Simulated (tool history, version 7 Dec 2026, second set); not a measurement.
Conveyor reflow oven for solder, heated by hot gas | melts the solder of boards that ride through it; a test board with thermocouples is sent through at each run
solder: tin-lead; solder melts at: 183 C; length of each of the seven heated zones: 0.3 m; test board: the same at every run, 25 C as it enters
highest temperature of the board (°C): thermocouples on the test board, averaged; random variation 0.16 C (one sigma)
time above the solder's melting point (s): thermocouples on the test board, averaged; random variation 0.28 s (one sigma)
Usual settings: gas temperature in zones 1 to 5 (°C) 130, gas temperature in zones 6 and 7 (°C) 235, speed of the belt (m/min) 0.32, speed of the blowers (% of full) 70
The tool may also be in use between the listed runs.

run    day  gas temperature in zones 1 to 5 (°C)  gas temperature in zones 6 and 7 (°C)  speed of the belt (m/min)  speed of the blowers (% of full)  highest temperature of the board (°C)  time above the solder's melting point (s)
  1      0                                   130                                    235                       0.32                                70                                    218                                       82.4
  2  0.396                                   130                                    235                       0.32                                70                                  217.9                                       81.9
  3  0.717                                   130                                    235                       0.32                                70                                  218.1                                       81.3
  4  1.067                                   130                                    235                       0.32                                70                                  217.9                                       82.6
  5  1.254                                   130                                    235                       0.32                                70                                  218.3                                       82.1
  6  1.725                                   137                                    243                      0.371                                72                                  221.3                                       75.8

The next listed run, before its measurement:
  7  1.962                                   137                                    243                      0.371                                72                                      ?                                          ?

{"run 7": {"highest temperature of the board (°C)": 221.2, "time above the solder's melting point (s)": 76.4}}
Without the tool's hidden state the same run would have given highest temperature of the board (°C) 222.3, time above the solder's melting point (s) 77.1.

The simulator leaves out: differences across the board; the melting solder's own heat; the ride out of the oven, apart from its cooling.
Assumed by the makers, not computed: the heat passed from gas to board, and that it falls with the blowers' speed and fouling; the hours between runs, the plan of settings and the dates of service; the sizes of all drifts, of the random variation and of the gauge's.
